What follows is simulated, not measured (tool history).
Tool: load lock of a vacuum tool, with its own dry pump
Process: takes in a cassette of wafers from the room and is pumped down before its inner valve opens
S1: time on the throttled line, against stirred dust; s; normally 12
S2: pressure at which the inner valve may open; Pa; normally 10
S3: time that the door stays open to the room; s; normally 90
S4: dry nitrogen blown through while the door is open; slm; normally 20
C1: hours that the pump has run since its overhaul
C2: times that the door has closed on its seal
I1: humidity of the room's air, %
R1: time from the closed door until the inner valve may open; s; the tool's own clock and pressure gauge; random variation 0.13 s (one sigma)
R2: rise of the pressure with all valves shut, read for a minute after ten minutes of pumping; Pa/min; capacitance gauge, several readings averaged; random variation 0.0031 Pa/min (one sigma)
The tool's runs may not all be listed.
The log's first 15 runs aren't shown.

Run 16, hour 2857.4: usual settings but S1 9 s; C1 13478; C2 11124; I1 43.6. Result: R1 21.3 s, R2 0.091 Pa/min.
Run 17, hour 3132.2: usual settings but S1 9 s; C1 13753; C2 11419; I1 46.7. Result: R1 21.2 s, R2 0.095 Pa/min.
Run 18, hour 3339.6: usual settings but S1 9 s; C1 13960; C2 11643; I1 48.3. Result: R1 21.5 s, R2 0.105 Pa/min.
Run 19, hour 3592.1: usual settings but S1 9 s, S2 14 Pa, S4 11 slm; C1 14213; C2 11915; I1 48.3. Result: R1 20.8 s, R2 0.111 Pa/min.
Run 20, hour 3756.8: usual settings but S1 9 s, S2 14 Pa, S4 11 slm; C1 14377; C2 12092; I1 41.4. Result: R1 20.8 s, R2 0.107 Pa/min.
Run 21, hour 4018.2: usual settings but S1 11 s, S2 11 Pa, S3 192 s, S4 41 slm; C1 14639; C2 12373; I1 45.2. Result: R1 22.9 s, R2 0.105 Pa/min.
Run 22, hour 4281.5: usual settings but S1 11 s, S2 11 Pa, S3 192 s, S4 41 slm; C1 14902; C2 12657; I1 46.0. Result: R1 22.9 s, R2 0.109 Pa/min.
Run 23, hour 4434.0: usual settings but S1 11 s, S2 11 Pa, S3 192 s, S4 41 slm; C1 15054; C2 12821; I1 43.9. Result: R1 23.0 s, R2 0.110 Pa/min.
Run 24, hour 4704.7: usual settings but S1 7 s, S2 11 Pa, S3 192 s, S4 24 slm; C1 15325; C2 13112; I1 44.2. Result: R1 20.0 s, R2 0.124 Pa/min.
Run 25, hour 4863.7: usual settings but S1 17 s, S2 11 Pa, S3 192 s, S4 35 slm; C1 15484; C2 13283; I1 45.7. Result: R1 26.9 s, R2 0.113 Pa/min.
Run 26, hour 5112.5: usual settings but S2 16 Pa; C1 15733; C2 13551; I1 44.9. Result: R1 22.8 s, R2 0.110 Pa/min.
Run 27, hour 5319.3: usual settings but S4 9 slm; C1 15940; C2 13774; I1 42.2. Result: R1 23.6 s, R2 0.114 Pa/min.
Run 28, hour 5555.1: usual settings but S2 18 Pa, S3 202 s, S4 29 slm; C1 16175; C2 14028; I1 42.7. Result: R1 22.8 s, R2 0.119 Pa/min.
Run 29, hour 5691.3: usual settings but S1 21 s, S2 14 Pa, S3 52 s, S4 5 slm; C1 16312; C2 14174; I1 44.1. Result: R1 29.1 s, R2 0.108 Pa/min.
Run 30, hour 5942.6: usual settings but S3 136 s; C1 16563; C2 14445; I1 43.1. Result: R1 23.7 s, R2 0.117 Pa/min.
Run 31, hour 6222.9: usual settings but S1 7 s, S2 11 Pa, S3 34 s, S4 5 slm; C1 16843; C2 14747; I1 42.4. Result: R1 20.4 s, R2 0.098 Pa/min.
Run 32, hour 6462.8: usual settings but S1 6 s, S2 17 Pa; C1 17083; C2 15005; I1 44.5. Result: R1 18.7 s, R2 0.107 Pa/min.
Run 33, hour 6594.3: usual settings but S1 6 s, S2 17 Pa; C1 17215; C2 15146; I1 44.6. Result: R1 18.7 s, R2 0.115 Pa/min.
Run 34, hour 6813.9: usual settings but S1 6 s, S2 17 Pa, S3 83 s, S4 8 slm; C1 17434; C2 15383; I1 44.2. Result: R1 19.0 s, R2 0.118 Pa/min.
Run 35, hour 7036.6: usual settings but S1 21 s, S2 12 Pa, S3 33 s, S4 32 slm; C1 17657; C2 15623; I1 44.6. Result: R1 29.6 s, R2 0.086 Pa/min.
Run 36, hour 7304.0: usual settings but S1 21 s, S2 12 Pa, S3 125 s, S4 45 slm; C1 17924; C2 15910; I1 48.0. Result: R1 29.5 s, R2 0.110 Pa/min.

Consider 3 possible next runs. They are alternatives, not a sequence: every one starts from the tool as it was left by run 36. What does each give?
Run A, hour 7506.7: usual settings but S1 23 s, S3 125 s; C1 18127; C2 16129; I1 41.0. Result: R1 ?, R2 ?.
Run B, hour 7506.7: usual settings but S1 9 s, S2 13 Pa, S3 218 s; C1 18127; C2 16129; I1 42.5. Result: R1 ?, R2 ?.
Run C, hour 7506.7: usual settings but S1 21 s, S2 11 Pa, S3 120 s, S4 15 slm; C1 18127; C2 16129; I1 45.9. Result: R1 ?, R2 ?.

run    R1     R2
  A  31.0  0.125
  B  21.3  0.149
  C  29.6  0.131
Without the tool's hidden state the same runs would have given:
run    R1     R2
  A  30.1  0.072
  B  19.9  0.096
  C  28.6  0.079
